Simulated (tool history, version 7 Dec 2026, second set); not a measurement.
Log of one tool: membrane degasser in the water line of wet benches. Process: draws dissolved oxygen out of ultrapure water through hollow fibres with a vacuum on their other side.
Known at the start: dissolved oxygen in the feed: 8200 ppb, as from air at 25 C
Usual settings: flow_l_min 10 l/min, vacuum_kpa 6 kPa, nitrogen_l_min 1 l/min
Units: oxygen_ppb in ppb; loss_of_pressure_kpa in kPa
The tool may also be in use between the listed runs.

run 1 day=0 | flow_l_min=10 vacuum_kpa=6 nitrogen_l_min=1 | oxygen_ppb=70.1 loss_of_pressure_kpa=49.97
run 2 day=11.471 | flow_l_min=10 vacuum_kpa=6 nitrogen_l_min=1.48 | oxygen_ppb=48.6 loss_of_pressure_kpa=49.91
-- day=15.904 seals of the vacuum lines changed
run 3 day=16.558 | flow_l_min=9 vacuum_kpa=6 nitrogen_l_min=1.48 | oxygen_ppb=43.7 loss_of_pressure_kpa=44.68
run 4 day=23.146 | flow_l_min=9 vacuum_kpa=6 nitrogen_l_min=1.48 | oxygen_ppb=42.2 loss_of_pressure_kpa=45.15
run 5 day=29.429 | flow_l_min=9 vacuum_kpa=6 nitrogen_l_min=1.48 | oxygen_ppb=42.7 loss_of_pressure_kpa=45.16
run 6 day=38.096 | flow_l_min=10 vacuum_kpa=6 nitrogen_l_min=1 | oxygen_ppb=69.3 loss_of_pressure_kpa=49.87
run 7 day=48.529 | flow_l_min=10 vacuum_kpa=6 nitrogen_l_min=1 | oxygen_ppb=69.3 loss_of_pressure_kpa=50.27
-- day=53.188 membrane cartridge changed
run 8 day=57.625 | flow_l_min=10 vacuum_kpa=6 nitrogen_l_min=1 | oxygen_ppb=69.1 loss_of_pressure_kpa=50.57
run 9 day=66.708 | flow_l_min=10 vacuum_kpa=6 nitrogen_l_min=0.5 | oxygen_ppb=125.2 loss_of_pressure_kpa=50.22
run 10 day=78.621 | flow_l_min=10 vacuum_kpa=10.93 nitrogen_l_min=0.81 | oxygen_ppb=222.8 loss_of_pressure_kpa=49.8
run 11 day=83.708 | flow_l_min=13 vacuum_kpa=3.93 nitrogen_l_min=0.62 | oxygen_ppb=50.9 loss_of_pressure_kpa=64.51
run 12 day=94.521 | flow_l_min=11 vacuum_kpa=9.2 nitrogen_l_min=1 | oxygen_ppb=158.3 loss_of_pressure_kpa=55.12
run 13 day=105.621 | flow_l_min=11 vacuum_kpa=9.2 nitrogen_l_min=1 | oxygen_ppb=159.5 loss_of_pressure_kpa=54.88
run 14 day=112.433 | flow_l_min=10 vacuum_kpa=6 nitrogen_l_min=2.84 | oxygen_ppb=28.5 loss_of_pressure_kpa=50.38
run 15 day=122.738 | flow_l_min=16 vacuum_kpa=5.09 nitrogen_l_min=1.7 | oxygen_ppb=91 loss_of_pressure_kpa=80.54

Forecast each of these 5 alternatives for the next run:
run A day=128.596 | flow_l_min=11 vacuum_kpa=4.02 nitrogen_l_min=1 | oxygen_ppb=? loss_of_pressure_kpa=?
run B day=128.596 | flow_l_min=10 vacuum_kpa=6 nitrogen_l_min=1.76 | oxygen_ppb=? loss_of_pressure_kpa=?
run C day=128.596 | flow_l_min=16 vacuum_kpa=9.21 nitrogen_l_min=1.01 | oxygen_ppb=? loss_of_pressure_kpa=?
run D day=128.596 | flow_l_min=10 vacuum_kpa=5.09 nitrogen_l_min=0.57 | oxygen_ppb=? loss_of_pressure_kpa=?
run E day=128.596 | flow_l_min=13 vacuum_kpa=11.11 nitrogen_l_min=0.64 | oxygen_ppb=? loss_of_pressure_kpa=?

run=A oxygen_ppb=27.8 loss_of_pressure_kpa=55.22
run=B oxygen_ppb=41.3 loss_of_pressure_kpa=50.16
run=C oxygen_ppb=255.2 loss_of_pressure_kpa=80.16
run=D oxygen_ppb=78.5 loss_of_pressure_kpa=50.05
run=E oxygen_ppb=360.5 loss_of_pressure_kpa=65.23
Without the tool's hidden state the same runs would have given:
run=A oxygen_ppb=27.7 loss_of_pressure_kpa=55.2
run=B oxygen_ppb=41.2 loss_of_pressure_kpa=50.14
run=C oxygen_ppb=254.9 loss_of_pressure_kpa=80.15
run=D oxygen_ppb=78.2 loss_of_pressure_kpa=50.04
run=E oxygen_ppb=360.2 loss_of_pressure_kpa=65.21
